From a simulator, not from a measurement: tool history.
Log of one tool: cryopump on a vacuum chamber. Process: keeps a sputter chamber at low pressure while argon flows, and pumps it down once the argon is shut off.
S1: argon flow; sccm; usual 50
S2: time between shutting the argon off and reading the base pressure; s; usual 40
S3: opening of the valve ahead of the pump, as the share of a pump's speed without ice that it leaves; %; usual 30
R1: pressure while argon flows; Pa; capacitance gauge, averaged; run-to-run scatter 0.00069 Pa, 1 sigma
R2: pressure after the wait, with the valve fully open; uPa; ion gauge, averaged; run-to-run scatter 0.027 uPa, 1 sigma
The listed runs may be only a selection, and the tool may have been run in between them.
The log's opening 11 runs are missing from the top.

| run | hour | S1 | S2 | S3 | R1 | R2 |
|---|---|---|---|---|---|---|
| 12 | 123.5 | 65 | 40 | 30 | 0.1634 | 2.35 |
| 13 | 136.4 | 50 | 40 | 30 | 0.1253 | 2.32 |
| 14 | 146 | 50 | 80 | 30 | 0.1234 | 1.77 |
| 15 | 155.3 | 50 | 40 | 31 | 0.1238 | 2.35 |
| 16 | 162.2 | 50 | 40 | 30 | 0.1255 | 2.31 |
| 17 | 172 | 50 | 40 | 30 | 0.1271 | 2.35 |
| 18 | 187.6 | 61 | 40 | 30 | 0.1533 | 2.37 |
| 19 | 196.2 | 21 | 231 | 31 | 0.0516 | 1.47 |
| 20 | 203.9 | 21 | 231 | 31 | 0.0515 | 1.5 |
| 21 | 211.5 | 21 | 231 | 31 | 0.0516 | 1.49 |
| 22 | 221.4 | 21 | 93 | 41 | 0.0391 | 1.81 |
| 23 | 234.6 | 33 | 23 | 20 | 0.1236 | 3.06 |
| 24 | 242.1 | 30 | 44 | 52 | 0.046 | 2.19 |
| 25 | 256.4 | 30 | 44 | 52 | 0.0453 | 2.32 |
| 26 | 265.1 | 37 | 87 | 32 | 0.0881 | 1.88 |
| 27 | 276.7 | 37 | 87 | 32 | 0.0888 | 1.83 |
| 28 | 292.3 | 37 | 76 | 32 | 0.0877 | 1.91 |
| 29 | 301.2 | 24 | 40 | 17 | 0.1044 | 2.39 |
| 30 | 312.6 | 24 | 40 | 17 | 0.1057 | 2.4 |
| 31 | 326.6 | 24 | 40 | 17 | 0.104 | 2.4 |
| 32 | 341.1 | 24 | 40 | 17 | 0.1052 | 2.44 |
| 33 | 356.4 | 50 | 40 | 31 | 0.124 | 2.45 |
| 34 | 366.5 | 49 | 20 | 23 | 0.1612 | 3.46 |
| 35 | 377 | 91 | 92 | 48 | 0.1512 | 1.8 |

Branching from run 35: 3 alternative next runs. What would each branch give?
| A | 387.2 | 70 | 26 | 20 | ? | ? |
| B | 387.2 | 21 | 74 | 48 | ? | ? |
| C | 387.2 | 50 | 86 | 20 | ? | ? |

| run | R1 | R2 |
|---|---|---|
| A | 0.2639 | 3.01 |
| B | 0.0339 | 1.92 |
| C | 0.1876 | 1.88 |
Without the tool's unlogged condition, the same runs would have read:
| run | R1 | R2 |
|---|---|---|
| A | 0.2531 | 1.74 |
| B | 0.0307 | 0.66 |
| C | 0.1799 | 0.61 |

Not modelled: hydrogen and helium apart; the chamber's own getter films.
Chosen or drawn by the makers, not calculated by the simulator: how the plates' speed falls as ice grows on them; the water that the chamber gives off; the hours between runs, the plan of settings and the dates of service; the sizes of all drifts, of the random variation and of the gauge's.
